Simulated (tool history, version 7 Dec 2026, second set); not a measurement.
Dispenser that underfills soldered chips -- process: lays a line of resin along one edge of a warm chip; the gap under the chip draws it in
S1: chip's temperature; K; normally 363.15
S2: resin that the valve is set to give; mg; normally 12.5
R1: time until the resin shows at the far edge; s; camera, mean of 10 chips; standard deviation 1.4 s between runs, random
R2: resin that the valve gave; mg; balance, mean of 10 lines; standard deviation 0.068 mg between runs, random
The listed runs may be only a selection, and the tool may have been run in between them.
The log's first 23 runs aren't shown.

run,hour,S1,S2,R1,R2
24,125,367.15,14.6,157,14.26
25,129.4,367.15,14.6,191.1,14.32
# hour 130.2: new syringe of resin
26,135.3,359.15,15.7,196.5,15.39
27,140.3,357.15,13.1,267.3,12.81
# hour 141.1: new syringe of resin
28,147.7,357.15,13.1,229.5,12.62
# hour 151.9: new syringe of resin
29,151.9,371.15,11.6,110.2,11.32
30,158.3,361.15,12.4,202.1,12.14
# hour 162.5: new syringe of resin
31,163.1,373.15,15.9,104,15.34
32,168.8,363.15,12.7,189.3,12.25
# hour 173.1: new syringe of resin
33,174.6,352.15,12.5,211.5,12.07
34,177.6,352.15,14.9,236.8,14.44
# hour 181.4: dispensing valve cleaned and set on the balance
# hour 184.8: new syringe of resin
35,184.8,361.15,12.5,148.6,12.46

Forecast each of these 4 alternatives for the next run:
A,187.8,376.15,14.9,?,?
B,187.8,358.15,10.6,?,?
C,187.8,363.15,13.8,?,?
D,187.8,377.15,15.6,?,?

run,R1,R2
A,107.2,14.94
B,195.4,10.69
C,158,13.88
D,103.2,15.64
Stripped of hidden state, with their random variation kept, the same runs would have yielded:
run,R1,R2
A,91.1,14.97
B,165.9,10.71
C,134.2,13.9
D,87.7,15.67
